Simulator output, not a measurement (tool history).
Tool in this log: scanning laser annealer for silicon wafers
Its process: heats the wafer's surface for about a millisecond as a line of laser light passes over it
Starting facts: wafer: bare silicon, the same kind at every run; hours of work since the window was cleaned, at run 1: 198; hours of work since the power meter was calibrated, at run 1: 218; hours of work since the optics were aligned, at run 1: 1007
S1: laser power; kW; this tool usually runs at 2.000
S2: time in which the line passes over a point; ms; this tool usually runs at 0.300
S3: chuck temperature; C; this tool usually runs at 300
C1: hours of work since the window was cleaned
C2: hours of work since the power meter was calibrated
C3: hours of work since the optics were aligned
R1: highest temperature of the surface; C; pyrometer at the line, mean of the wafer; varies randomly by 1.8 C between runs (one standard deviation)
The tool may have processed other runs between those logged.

| run | hour | S1 | S2 | S3 | C1 | C2 | C3 | R1 |
|---|---|---|---|---|---|---|---|---|
| 1 | 0.0 | 2.000 | 0.300 | 300 | 198 | 218 | 1007 | 1020 |
| 2 | 14.9 | 2.000 | 0.243 | 300 | 210 | 230 | 1018 | 949 |
| 3 | 25.2 | 1.733 | 0.300 | 300 | 218 | 238 | 1027 | 916 |
| 4 | 32.0 | 1.733 | 0.300 | 300 | 223 | 243 | 1032 | 911 |
| 5 | 42.5 | 2.000 | 0.266 | 300 | 231 | 251 | 1040 | 981 |
| 6 | 49.6 | 2.000 | 0.218 | 300 | 237 | 257 | 1046 | 916 |
| 7 | 56.5 | 2.000 | 0.342 | 324 | 243 | 262 | 1051 | 1089 |
| 8 | 71.2 | 2.000 | 0.342 | 324 | 254 | 274 | 1063 | 1091 |
| 9 | 85.6 | 2.000 | 0.288 | 300 | 266 | 286 | 1074 | 1004 |
| 10 | 97.8 | 2.000 | 0.300 | 325 | 275 | 295 | 1084 | 1042 |
| 11 | 112.6 | 2.000 | 0.287 | 300 | 287 | 307 | 1096 | 1001 |
| 12 | 126.4 | 2.000 | 0.287 | 300 | 298 | 318 | 1107 | 1000 |

Forecast each of these 4 alternatives for the next run:
| A | 137.8 | 2.053 | 0.287 | 300 | 307 | 327 | 1116 | ? |
| B | 137.8 | 1.729 | 0.353 | 276 | 307 | 327 | 1116 | ? |
| C | 137.8 | 2.000 | 0.300 | 335 | 307 | 327 | 1116 | ? |
| D | 137.8 | 2.000 | 0.219 | 324 | 307 | 327 | 1116 | ? |

| run | R1 |
|---|---|
| A | 1020 |
| B | 935 |
| C | 1050 |
| D | 936 |
The same runs, with their run-to-run variation unchanged, on a tool lacking any hidden condition would have given:
| run | R1 |
|---|---|
| A | 1048 |
| B | 960 |
| C | 1077 |
| D | 959 |

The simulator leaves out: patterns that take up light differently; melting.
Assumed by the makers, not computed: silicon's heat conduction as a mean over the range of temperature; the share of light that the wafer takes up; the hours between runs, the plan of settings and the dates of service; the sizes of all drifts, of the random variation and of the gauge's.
